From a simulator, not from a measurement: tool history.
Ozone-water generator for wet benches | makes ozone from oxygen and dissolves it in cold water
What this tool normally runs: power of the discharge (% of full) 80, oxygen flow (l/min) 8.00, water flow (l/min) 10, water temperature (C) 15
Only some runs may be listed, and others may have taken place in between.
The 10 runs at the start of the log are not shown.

run	hour	power of the discharge (% of full)	oxygen flow (l/min)	water flow (l/min)	water temperature (C)	dissolved ozone (ppm)	ozone in the gas ahead of the water (g/m3)
# hour 588.8: contactor cleaned
11	630.4	80	8.00	10	15	38.8	241.3
12	706.3	80	8.00	10	15	38.4	240.0
13	753.3	61	8.00	10	15	33.2	205.8
14	834.7	80	4.71	10	15	45.2	339.0
15	910.1	80	4.71	10	15	44.7	339.1
16	991.1	80	7.06	10	15	39.9	259.7
17	1048.5	80	7.06	10	15	39.8	260.9
# hour 1059.8: contactor cleaned, once more
18	1107.6	89	4.44	9	7	61.3	373.5
19	1188.0	80	8.00	15	15	30.4	240.1
20	1242.3	79	9.57	10	19	33.2	212.6
21	1287.4	79	9.57	10	19	33.3	210.0
22	1356.9	79	9.57	10	19	33.2	211.3
23	1436.9	65	8.00	10	15	34.7	210.8
24	1511.5	65	8.00	10	15	34.4	210.9
25	1575.0	65	8.00	10	15	34.5	212.1
26	1623.3	86	8.00	7	15	49.1	243.7
27	1705.4	62	8.00	6	15	43.2	203.8
28	1766.6	62	8.00	6	15	43.1	202.4
29	1809.1	62	8.00	6	15	42.7	203.9
30	1886.9	43	9.68	10	15	25.1	146.0
31	1953.4	89	8.00	8	15	46.3	249.2
32	2034.4	89	8.00	12	10	40.8	248.4
33	2080.1	89	8.00	12	10	40.4	250.3
34	2152.4	80	8.08	7	15	45.5	233.8

Alternative continuations, all from the tool just after run 34; predict every row:
A	2233.3	45	6.62	10	15	?	?
B	2233.3	80	8.08	7	14	?	?
C	2233.3	90	11.55	7	17	?	?

run	dissolved ozone (ppm)	ozone in the gas ahead of the water (g/m3)
A	29.0	189.4
B	47.1	232.1
C	39.7	198.8
Take away the tool's hidden state, keep each run's random variation, and the runs would have read:
run	dissolved ozone (ppm)	ozone in the gas ahead of the water (g/m3)
A	31.1	200.8
B	51.9	253.2
C	44.1	217.9

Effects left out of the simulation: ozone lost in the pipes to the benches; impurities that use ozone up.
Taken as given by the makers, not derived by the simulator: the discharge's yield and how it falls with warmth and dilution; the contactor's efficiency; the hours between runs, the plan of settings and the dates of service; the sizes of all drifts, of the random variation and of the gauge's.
